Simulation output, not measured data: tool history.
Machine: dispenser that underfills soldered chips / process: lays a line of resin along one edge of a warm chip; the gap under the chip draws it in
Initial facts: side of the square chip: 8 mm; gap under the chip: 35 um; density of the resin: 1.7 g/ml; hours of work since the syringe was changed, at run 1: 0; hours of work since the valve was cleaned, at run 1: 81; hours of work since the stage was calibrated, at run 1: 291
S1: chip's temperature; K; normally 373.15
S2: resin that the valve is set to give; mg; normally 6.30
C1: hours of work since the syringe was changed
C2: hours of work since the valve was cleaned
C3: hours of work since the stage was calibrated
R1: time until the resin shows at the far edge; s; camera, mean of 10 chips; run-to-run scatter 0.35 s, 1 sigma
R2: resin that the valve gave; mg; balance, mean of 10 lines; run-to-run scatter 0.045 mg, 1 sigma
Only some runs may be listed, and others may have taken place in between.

run    day      S1    S2  C1   C2   C3    R1    R2
  1  0.000  373.15  6.30   0   81  291  20.0  5.89
  2  0.554  373.15  7.21   9   89  299  28.2  6.69
     0.733  -- new syringe of resin
  3  1.050  373.15  7.21   5   97  307  23.2  6.57
     1.479  -- new syringe of resin
  4  1.617  373.15  7.21   2  105  315  21.1  6.71
  5  1.962  373.15  7.21   7  111  321  25.9  6.53
     2.233  -- new syringe of resin
  6  2.262  387.15  6.30   0  115  325  12.3  5.66
  7  2.588  387.15  6.30   6  120  330  15.8  5.59
  8  2.842  373.15  6.30   9  124  334  28.9  5.65
     2.988  -- new syringe of resin
  9  3.221  373.15  6.30   4  130  340  22.4  5.53
 10  3.542  387.15  7.79   9  135  345  17.1  6.82
     3.742  -- new syringe of resin
     3.875  -- dispensing valve cleaned and set on the balance
     3.954  -- stage's temperature calibrated
 11  4.171  373.15  5.87   5    4    3  23.1  5.82
     4.592  -- new syringe of resin
 12  4.604  384.15  7.49   0   10   10  12.0  7.41
 13  5.171  384.15  7.49   9   19   19  17.8  7.37
     5.333  -- new syringe of resin
 14  5.642  384.15  7.49   5   26   26  15.1  7.32
     6.075  -- new syringe of resin
 15  6.208  361.15  7.81   2   35   34  30.9  7.54

Each row is a separate what-if for the run after 15, all from the same tool condition, not one after another. Results?
  A  6.479  377.15  7.80   6  39  38   ?   ?
  B  6.479  369.15  7.81   6  39  38   ?   ?
  C  6.479  369.15  6.59   6  39  38   ?   ?

run    R1    R2
  A  20.4  7.56
  B  27.2  7.49
  C  27.2  6.24
With the hidden condition removed and each run's random variation left untouched, the same runs would have given:
run    R1    R2
  A  15.7  7.84
  B  20.9  7.77
  C  20.9  6.48
